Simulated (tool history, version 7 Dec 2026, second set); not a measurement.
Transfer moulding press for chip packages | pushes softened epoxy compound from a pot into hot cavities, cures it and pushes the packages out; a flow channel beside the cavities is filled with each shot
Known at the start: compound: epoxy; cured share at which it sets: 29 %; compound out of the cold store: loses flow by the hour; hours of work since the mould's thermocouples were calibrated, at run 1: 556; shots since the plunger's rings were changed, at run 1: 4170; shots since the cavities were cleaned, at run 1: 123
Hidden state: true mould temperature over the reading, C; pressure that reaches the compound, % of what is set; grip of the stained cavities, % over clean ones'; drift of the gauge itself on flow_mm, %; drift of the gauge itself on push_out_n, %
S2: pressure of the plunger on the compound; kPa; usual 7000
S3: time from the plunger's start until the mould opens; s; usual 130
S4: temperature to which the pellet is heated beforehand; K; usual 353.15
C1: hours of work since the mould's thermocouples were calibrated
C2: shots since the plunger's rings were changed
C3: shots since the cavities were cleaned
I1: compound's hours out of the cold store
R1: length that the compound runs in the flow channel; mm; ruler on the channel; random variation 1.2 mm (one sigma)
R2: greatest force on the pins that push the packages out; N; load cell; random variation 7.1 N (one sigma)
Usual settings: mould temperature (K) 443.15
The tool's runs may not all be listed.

run 1 day=0 | mould_temperature_(K)=443.15 S2=7000 S3=130 S4=353.15 | C1=556 C2=4170 C3=123 | I1=33.4 | R1=564 R2=413
-- day=0.425 mould's thermocouples calibrated
run 2 day=0.988 | mould_temperature_(K)=443.15 S2=7000 S3=130 S4=353.15 | C1=9 C2=4361 C3=314 | I1=12.2 | R1=608 R2=417
-- day=1.908 cavities cleaned with cleaning compound and waxed
run 3 day=2.512 | mould_temperature_(K)=439.15 S2=7000 S3=130 S4=353.15 | C1=32 C2=4670 C3=128 | I1=30.2 | R1=582 R2=452
run 4 day=3.842 | mould_temperature_(K)=443.15 S2=5620 S3=130 S4=353.15 | C1=52 C2=4951 C3=409 | I1=21.4 | R1=526 R2=414
-- day=4.308 cavities cleaned with cleaning compound and waxed
run 5 day=5.158 | mould_temperature_(K)=443.15 S2=5620 S3=130 S4=353.15 | C1=72 C2=5215 C3=179 | I1=8.8 | R1=552 R2=417
-- day=6.229 plunger's sealing rings changed
-- day=6.758 cavities cleaned with cleaning compound and waxed
run 6 day=6.967 | mould_temperature_(K)=443.15 S2=7000 S3=130 S4=357.15 | C1=97 C2=143 C3=44 | I1=44.7 | R1=543 R2=406
run 7 day=8.396 | mould_temperature_(K)=443.15 S2=7000 S3=130 S4=357.15 | C1=120 C2=444 C3=345 | I1=12.9 | R1=608 R2=419
-- day=9.158 cavities cleaned with cleaning compound and waxed
run 8 day=9.912 | mould_temperature_(K)=443.15 S2=7000 S3=130 S4=357.15 | C1=142 C2=752 C3=159 | I1=33.8 | R1=564 R2=414
run 9 day=11.212 | mould_temperature_(K)=443.15 S2=7000 S3=130 S4=357.15 | C1=163 C2=1027 C3=434 | I1=46.7 | R1=543 R2=424
-- day=11.588 cavities cleaned with cleaning compound and waxed
run 10 day=12.742 | mould_temperature_(K)=443.15 S2=7000 S3=119 S4=353.15 | C1=186 C2=1337 C3=245 | I1=11.3 | R1=611 R2=446
run 11 day=13.712 | mould_temperature_(K)=443.15 S2=7000 S3=130 S4=353.15 | C1=201 C2=1542 C3=450 | I1=15.7 | R1=602 R2=411
-- day=13.979 cavities cleaned with cleaning compound and waxed
run 12 day=14.904 | mould_temperature_(K)=443.15 S2=7000 S3=130 S4=353.15 | C1=218 C2=1781 C3=195 | I1=33 | R1=565 R2=413
-- day=16.35 cavities cleaned with cleaning compound and waxed
run 13 day=16.654 | mould_temperature_(K)=443.15 S2=7000 S3=120 S4=353.15 | C1=245 C2=2137 C3=64 | I1=39.7 | R1=554 R2=436
run 14 day=18.45 | mould_temperature_(K)=443.15 S2=7000 S3=120 S4=353.15 | C1=273 C2=2517 C3=444 | I1=30.5 | R1=571 R2=437
-- day=18.725 cavities cleaned with cleaning compound and waxed
run 15 day=19.425 | mould_temperature_(K)=448.15 S2=7000 S3=142 S4=350.15 | C1=287 C2=2710 C3=148 | I1=17.3 | R1=586 R2=380
run 16 day=20.296 | mould_temperature_(K)=450.15 S2=7410 S3=149 S4=347.15 | C1=300 C2=2894 C3=332 | I1=34.1 | R1=564 R2=394
-- day=21.121 cavities cleaned with cleaning compound and waxed
run 17 day=21.554 | mould_temperature_(K)=444.15 S2=6300 S3=114 S4=351.15 | C1=319 C2=3147 C3=92 | I1=45.6 | R1=510 R2=434
run 18 day=22.796 | mould_temperature_(K)=441.15 S2=7000 S3=130 S4=353.15 | C1=339 C2=3409 C3=354 | I1=12.9 | R1=609 R2=436
-- day=23.529 cavities cleaned with cleaning compound and waxed
run 19 day=23.692 | mould_temperature_(K)=448.15 S2=5790 S3=154 S4=353.15 | C1=352 C2=3585 C3=34 | I1=33.5 | R1=504 R2=386
run 20 day=25.254 | mould_temperature_(K)=450.15 S2=7000 S3=156 S4=353.15 | C1=376 C2=3915 C3=364 | I1=22 | R1=570 R2=401
-- day=25.867 cavities cleaned with cleaning compound and waxed
run 21 day=26.971 | mould_temperature_(K)=443.15 S2=7000 S3=121 S4=353.15 | C1=402 C2=4265 C3=234 | I1=43.8 | R1=545 R2=425
run 22 day=27.917 | mould_temperature_(K)=441.15 S2=5400 S3=111 S4=357.15 | C1=416 C2=4465 C3=434 | I1=25.8 | R1=515 R2=519
-- day=28.229 cavities cleaned with cleaning compound and waxed
run 23 day=29.554 | mould_temperature_(K)=443.15 S2=7000 S3=112 S4=353.15 | C1=441 C2=4798 C3=281 | I1=19.9 | R1=589 R2=473
-- day=30.562 cavities cleaned with cleaning compound and waxed
run 24 day=31.117 | mould_temperature_(K)=443.15 S2=7000 S3=112 S4=353.15 | C1=464 C2=5115 C3=117 | I1=24 | R1=582 R2=455
run 25 day=32.558 | mould_temperature_(K)=439.15 S2=7000 S3=154 S4=353.15 | C1=487 C2=5419 C3=421 | I1=39.4 | R1=562 R2=430
-- day=32.738 plunger's sealing rings changed
-- day=33.033 cavities cleaned with cleaning compound and waxed
run 26 day=34.075 | mould_temperature_(K)=443.15 S2=7000 S3=154 S4=355.15 | C1=508 C2=269 C3=219 | I1=44.1 | R1=543 R2=401
run 27 day=35.012 | mould_temperature_(K)=440.15 S2=7810 S3=126 S4=352.15 | C1=523 C2=468 C3=418 | I1=37.7 | R1=595 R2=441

Forecast each of these 4 alternatives for the next run:
-- day=35.367 cavities cleaned with cleaning compound and waxed
run A day=35.979 | mould_temperature_(K)=440.15 S2=7810 S3=156 S4=363.15 | C1=537 C2=659 C3=130 | I1=15.7 | R1=? R2=?
-- day=35.367 cavities cleaned with cleaning compound and waxed
run B day=35.979 | mould_temperature_(K)=440.15 S2=7350 S3=126 S4=347.15 | C1=537 C2=659 C3=130 | I1=19.7 | R1=? R2=?
-- day=35.367 cavities cleaned with cleaning compound and waxed
run C day=35.979 | mould_temperature_(K)=440.15 S2=7810 S3=139 S4=343.15 | C1=537 C2=659 C3=130 | I1=45.7 | R1=? R2=?
-- day=35.367 cavities cleaned with cleaning compound and waxed
run D day=35.979 | mould_temperature_(K)=440.15 S2=7810 S3=156 S4=352.15 | C1=537 C2=659 C3=130 | I1=18.8 | R1=? R2=?

run=A R1=643 R2=407
run=B R1=613 R2=459
run=C R1=583 R2=421
run=D R1=637 R2=405
Without the tool's hidden state the same runs would have given:
run=A R1=643 R2=405
run=B R1=613 R2=458
run=C R1=583 R2=420
run=D R1=637 R2=403
